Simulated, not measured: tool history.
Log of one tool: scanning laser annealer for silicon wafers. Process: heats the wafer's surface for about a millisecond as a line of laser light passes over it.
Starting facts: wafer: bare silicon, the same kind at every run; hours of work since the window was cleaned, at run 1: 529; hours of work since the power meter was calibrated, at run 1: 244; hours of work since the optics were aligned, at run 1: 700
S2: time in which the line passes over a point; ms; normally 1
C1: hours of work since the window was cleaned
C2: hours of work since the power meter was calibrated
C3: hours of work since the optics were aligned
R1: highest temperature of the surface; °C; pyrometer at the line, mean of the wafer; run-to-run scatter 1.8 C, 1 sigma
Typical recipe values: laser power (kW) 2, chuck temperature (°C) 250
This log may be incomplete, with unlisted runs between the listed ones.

{"run": 1, "hour": 0.0, "laser power (kW)": 2, "S2": 1, "chuck temperature (°C)": 250, "C1": 529, "C2": 244, "C3": 700, "R1": 954}
{"run": 2, "hour": 47.3, "laser power (kW)": 2, "S2": 1, "chuck temperature (°C)": 250, "C1": 548, "C2": 263, "C3": 719, "R1": 952}
{"run": 3, "hour": 105.8, "laser power (kW)": 2, "S2": 1, "chuck temperature (°C)": 250, "C1": 572, "C2": 287, "C3": 743, "R1": 953}
{"run": 4, "hour": 148.6, "laser power (kW)": 2, "S2": 1, "chuck temperature (°C)": 250, "C1": 590, "C2": 305, "C3": 761, "R1": 949}
{"run": 5, "hour": 190.7, "laser power (kW)": 2, "S2": 1, "chuck temperature (°C)": 250, "C1": 607, "C2": 322, "C3": 778, "R1": 951}
{"run": 6, "hour": 222.5, "laser power (kW)": 2, "S2": 1, "chuck temperature (°C)": 250, "C1": 620, "C2": 335, "C3": 791, "R1": 952}
{"run": 7, "hour": 263.6, "laser power (kW)": 2, "S2": 1, "chuck temperature (°C)": 250, "C1": 637, "C2": 352, "C3": 808, "R1": 949}
{"run": 8, "hour": 306.4, "laser power (kW)": 2, "S2": 1, "chuck temperature (°C)": 250, "C1": 654, "C2": 370, "C3": 825, "R1": 946}
{"hour": 316.5, "done": "optics aligned, line set to its width"}
{"run": 9, "hour": 358.8, "laser power (kW)": 2, "S2": 1, "chuck temperature (°C)": 250, "C1": 674, "C2": 389, "C3": 17, "R1": 944}
{"hour": 422.9, "done": "optics aligned, line set to its width, once more"}
{"run": 10, "hour": 422.9, "laser power (kW)": 2, "S2": 1, "chuck temperature (°C)": 251, "C1": 698, "C2": 413, "C3": 0, "R1": 956}
{"run": 11, "hour": 461.8, "laser power (kW)": 2, "S2": 1, "chuck temperature (°C)": 250, "C1": 714, "C2": 429, "C3": 16, "R1": 951}
{"run": 12, "hour": 510.2, "laser power (kW)": 1.82, "S2": 0.97, "chuck temperature (°C)": 289, "C1": 734, "C2": 449, "C3": 36, "R1": 913}
{"run": 13, "hour": 565.4, "laser power (kW)": 1.82, "S2": 0.86, "chuck temperature (°C)": 282, "C1": 756, "C2": 472, "C3": 58, "R1": 860}
{"run": 14, "hour": 627.5, "laser power (kW)": 1.95, "S2": 1.11, "chuck temperature (°C)": 243, "C1": 782, "C2": 497, "C3": 84, "R1": 968}
{"run": 15, "hour": 687.8, "laser power (kW)": 1.95, "S2": 0.84, "chuck temperature (°C)": 240, "C1": 807, "C2": 522, "C3": 109, "R1": 854}
{"run": 16, "hour": 733.8, "laser power (kW)": 2.115, "S2": 1.17, "chuck temperature (°C)": 264, "C1": 826, "C2": 541, "C3": 127, "R1": 1079}
{"run": 17, "hour": 775.3, "laser power (kW)": 2.12, "S2": 0.94, "chuck temperature (°C)": 223, "C1": 843, "C2": 558, "C3": 144, "R1": 938}
{"run": 18, "hour": 806.1, "laser power (kW)": 1.854, "S2": 1, "chuck temperature (°C)": 256, "C1": 855, "C2": 570, "C3": 157, "R1": 903}
{"hour": 816.5, "done": "window over the wafer cleaned"}
{"run": 19, "hour": 869.5, "laser power (kW)": 1.854, "S2": 1, "chuck temperature (°C)": 256, "C1": 22, "C2": 596, "C3": 182, "R1": 921}
{"run": 20, "hour": 909.4, "laser power (kW)": 1.813, "S2": 1, "chuck temperature (°C)": 250, "C1": 38, "C2": 612, "C3": 199, "R1": 906}
{"run": 21, "hour": 949.5, "laser power (kW)": 2.052, "S2": 1.13, "chuck temperature (°C)": 250, "C1": 55, "C2": 628, "C3": 215, "R1": 1048}
{"run": 22, "hour": 1008.5, "laser power (kW)": 2.184, "S2": 1, "chuck temperature (°C)": 250, "C1": 79, "C2": 653, "C3": 239, "R1": 1038}

Branching from run 22: 3 alternative next runs. What would each branch give?
{"run": "A", "hour": 1070.8, "laser power (kW)": 1.892, "S2": 1, "chuck temperature (°C)": 250, "C1": 104, "C2": 678, "C3": 265, "R1": "?"}
{"run": "B", "hour": 1070.8, "laser power (kW)": 1.915, "S2": 1, "chuck temperature (°C)": 250, "C1": 104, "C2": 678, "C3": 265, "R1": "?"}
{"run": "C", "hour": 1070.8, "laser power (kW)": 2.184, "S2": 0.97, "chuck temperature (°C)": 288, "C1": 104, "C2": 678, "C3": 265, "R1": "?"}

run=A R1=930
run=B R1=936
run=C R1=1062
Take away the tool's hidden state, keep each run's random variation, and the runs would have read:
run=A R1=940
run=B R1=946
run=C R1=1073
